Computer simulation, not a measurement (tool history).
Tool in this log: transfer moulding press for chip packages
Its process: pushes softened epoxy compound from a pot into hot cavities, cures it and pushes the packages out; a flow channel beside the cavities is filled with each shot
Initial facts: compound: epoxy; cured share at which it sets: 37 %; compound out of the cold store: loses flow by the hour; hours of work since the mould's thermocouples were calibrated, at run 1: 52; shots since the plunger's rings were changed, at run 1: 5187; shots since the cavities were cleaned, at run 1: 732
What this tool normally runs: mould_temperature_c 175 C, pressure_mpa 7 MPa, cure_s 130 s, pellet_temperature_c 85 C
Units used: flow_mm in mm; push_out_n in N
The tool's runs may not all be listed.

run	hour	mould_temperature_c	pressure_mpa	cure_s	pellet_temperature_c	hours of work since the mould's thermocouples were calibrated	shots since the plunger's rings were changed	shots since the cavities were cleaned	incoming compound's hours out of the cold store	flow_mm	push_out_n
1	0	175	7	130	85	52	5187	732	8.4	706	461
2	11	175	7	130	85	57	5260	805	22.8	651	495
3	16.8	175	7	130	85	59	5299	844	24.5	647	477
4	27.9	175	7	130	85	65	5372	917	21.7	652	479
5	35.3	175	7	130	85	68	5421	966	26.1	646	490
6	40.6	175	7	130	85	71	5457	1002	22.6	655	494
7	51.4	175	6.09	130	85	76	5528	1073	15.4	630	527
# hour 60.3: cavities cleaned with cleaning compound and waxed
8	60.9	175	6.09	130	85	79	5581	4	44.1	541	286
9	69.9	175	6.09	130	85	84	5641	64	26.8	590	308
10	81.2	175	6.09	130	85	89	5716	139	30	582	342
# hour 94.3: plunger's sealing rings changed
11	94.8	175	6.09	130	85	94	3	212	26.5	659	352
12	107.5	174	7	130	85	100	87	296	8.2	778	396
13	114.2	175	7	130	85	103	132	341	44.6	648	392
14	122.1	175	7	130	88	107	184	393	31.8	679	384
# hour 125.1: mould's thermocouples calibrated
15	131.6	172	8.69	142	89	3	234	443	28.3	784	425
16	144.1	175	6.46	114	92	9	317	526	39	626	477
# hour 152.5: mould's thermocouples calibrated, once more
17	157.7	170	7	142	78	2	394	603	32.1	702	473
18	165	175	7	159	88	6	443	652	46.4	636	424
19	176.9	175	7	159	88	11	521	730	28.2	696	432
20	185	180	7.28	151	80	15	575	784	34.7	670	432
21	192.4	175	7.3	116	93	19	624	833	30.4	693	515
22	202.8	182	5.69	127	86	23	693	902	31	598	455
23	215.1	182	5.69	127	86	29	775	984	20.7	628	461
24	223.7	182	5.69	127	84	33	832	1041	9.8	662	472
25	232.9	182	7.36	127	84	38	892	1101	34.1	661	485
# hour 237.3: cavities cleaned with cleaning compound and waxed
26	246.9	182	7.36	127	84	43	976	64	47.2	621	280
27	253.3	182	7.36	127	84	46	1018	106	43	632	293
28	263.3	182	7.36	167	94	51	1084	172	26.2	693	307

Consider 4 possible next runs. They are alternatives, not a sequence: every one starts from the tool as it was left by run 28. What does each give?
A	273.4	178	7	145	85	56	1151	239	15.1	?	?
B	273.4	183	7.21	131	85	56	1151	239	46.7	?	?
C	273.4	177	6.99	123	85	56	1151	239	27.1	?	?
D	273.4	175	7	130	79	56	1151	239	22.8	?	?

run	flow_mm	push_out_n
A	727	329
B	612	319
C	687	355
D	704	360
Without the tool's unlogged condition, the same runs would have read:
run	flow_mm	push_out_n
A	745	248
B	627	242
C	703	273
D	721	276
